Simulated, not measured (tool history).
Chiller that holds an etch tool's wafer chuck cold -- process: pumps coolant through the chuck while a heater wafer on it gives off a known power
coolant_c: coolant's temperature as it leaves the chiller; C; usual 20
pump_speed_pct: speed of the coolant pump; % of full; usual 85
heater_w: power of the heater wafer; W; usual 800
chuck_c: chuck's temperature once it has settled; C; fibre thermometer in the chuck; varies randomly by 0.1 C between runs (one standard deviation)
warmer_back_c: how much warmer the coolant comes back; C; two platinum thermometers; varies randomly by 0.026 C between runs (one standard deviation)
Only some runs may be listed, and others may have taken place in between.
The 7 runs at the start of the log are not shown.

Run 8, hour 776.5: usual settings. Result: chuck_c 28.4 C, warmer_back_c 2.71 C.
Run 9, hour 947.9: usual settings but pump_speed_pct 84 % of full. Result: chuck_c 28.6 C, warmer_back_c 2.79 C.
At hour 964.4: chiller's thermometer calibrated.
Run 10, hour 1116.1: usual settings but heater_w 545 W. Result: chuck_c 25.7 C, warmer_back_c 1.92 C.
Run 11, hour 1189.7: usual settings. Result: chuck_c 28.5 C, warmer_back_c 2.77 C.
Run 12, hour 1310.3: usual settings but pump_speed_pct 66 % of full. Result: chuck_c 30.4 C, warmer_back_c 3.69 C.
At hour 1473.8: chiller's thermometer calibrated, once more.
Run 13, hour 1473.8: usual settings but heater_w 1063 W. Result: chuck_c 31.5 C, warmer_back_c 3.69 C.
Run 14, hour 1620.1: usual settings but pump_speed_pct 63 % of full. Result: chuck_c 31.1 C, warmer_back_c 3.84 C.
Run 15, hour 1779.9: usual settings. Result: chuck_c 28.7 C, warmer_back_c 2.76 C.
Run 16, hour 1941.7: usual settings but heater_w 699 W. Result: chuck_c 28 C, warmer_back_c 2.44 C.
Run 17, hour 2024: usual settings but pump_speed_pct 86 % of full, heater_w 776 W. Result: chuck_c 28.6 C, warmer_back_c 2.71 C.
At hour 2091.9: coolant changed, channels flushed.
Run 18, hour 2200.5: usual settings but coolant_c 13 C, heater_w 1080 W. Result: chuck_c 23.5 C, warmer_back_c 3.79 C.
Run 19, hour 2307.1: usual settings but coolant_c 14 C, pump_speed_pct 98 % of full. Result: chuck_c 20.8 C, warmer_back_c 2.43 C.
Run 20, hour 2384.9: usual settings but coolant_c 18 C, pump_speed_pct 65 % of full. Result: chuck_c 27.8 C, warmer_back_c 3.81 C.
Run 21, hour 2471.1: usual settings but coolant_c 14 C, pump_speed_pct 68 % of full. Result: chuck_c 23.4 C, warmer_back_c 3.57 C.
Run 22, hour 2590.4: usual settings but coolant_c 12 C, pump_speed_pct 73 % of full, heater_w 464 W. Result: chuck_c 17.2 C, warmer_back_c 1.94 C.
Run 23, hour 2689: usual settings but coolant_c 16 C, pump_speed_pct 89 % of full. Result: chuck_c 23.6 C, warmer_back_c 2.68 C.
Run 24, hour 2784.7: usual settings but coolant_c 29 C, pump_speed_pct 83 % of full, heater_w 833 W. Result: chuck_c 37.5 C, warmer_back_c 3.01 C.
Run 25, hour 2863.4: usual settings but coolant_c 23 C, pump_speed_pct 62 % of full, heater_w 495 W. Result: chuck_c 29.2 C, warmer_back_c 2.52 C.
Run 26, hour 2998.2: usual settings but pump_speed_pct 64 % of full. Result: chuck_c 30.1 C, warmer_back_c 3.87 C.
Run 27, hour 3080.9: usual settings but pump_speed_pct 64 % of full. Result: chuck_c 29.9 C, warmer_back_c 3.94 C.
Run 28, hour 3178.7: usual settings but pump_speed_pct 64 % of full. Result: chuck_c 29.9 C, warmer_back_c 3.88 C.
Run 29, hour 3355.3: usual settings but pump_speed_pct 64 % of full. Result: chuck_c 30.1 C, warmer_back_c 3.91 C.
Run 30, hour 3431.3: usual settings but coolant_c 10 C, pump_speed_pct 70 % of full, heater_w 417 W. Result: chuck_c 14.9 C, warmer_back_c 1.86 C.
Run 31, hour 3565.3: usual settings but coolant_c 10 C, pump_speed_pct 70 % of full, heater_w 417 W. Result: chuck_c 14.8 C, warmer_back_c 1.81 C.

Alternative continuations, all from the tool just after run 31; predict every row:
Run A, hour 3671.1: usual settings but pump_speed_pct 86 % of full, heater_w 1001 W. Result: chuck_c ?, warmer_back_c ?.
Run B, hour 3671.1: usual settings but coolant_c 11 C, pump_speed_pct 91 % of full, heater_w 407 W. Result: chuck_c ?, warmer_back_c ?.
Run C, hour 3671.1: usual settings but coolant_c 10 C, pump_speed_pct 70 % of full, heater_w 929 W. Result: chuck_c ?, warmer_back_c ?.
Run D, hour 3671.1: usual settings but coolant_c 21 C, pump_speed_pct 81 % of full, heater_w 406 W. Result: chuck_c ?, warmer_back_c ?.
Run E, hour 3671.1: usual settings but coolant_c 19 C, pump_speed_pct 81 % of full, heater_w 439 W. Result: chuck_c ?, warmer_back_c ?.

run  chuck_c  warmer_back_c
  A     30.3           3.58
  B     14.8           1.35
  C       21           4.12
  D     25.1           1.53
  E     23.7           1.71
Had the tool no hidden state, the same runs would have come out as:
run  chuck_c  warmer_back_c
  A     29.2           3.24
  B     14.6           1.22
  C     19.9           3.72
  D     24.8           1.38
  E     23.3           1.55

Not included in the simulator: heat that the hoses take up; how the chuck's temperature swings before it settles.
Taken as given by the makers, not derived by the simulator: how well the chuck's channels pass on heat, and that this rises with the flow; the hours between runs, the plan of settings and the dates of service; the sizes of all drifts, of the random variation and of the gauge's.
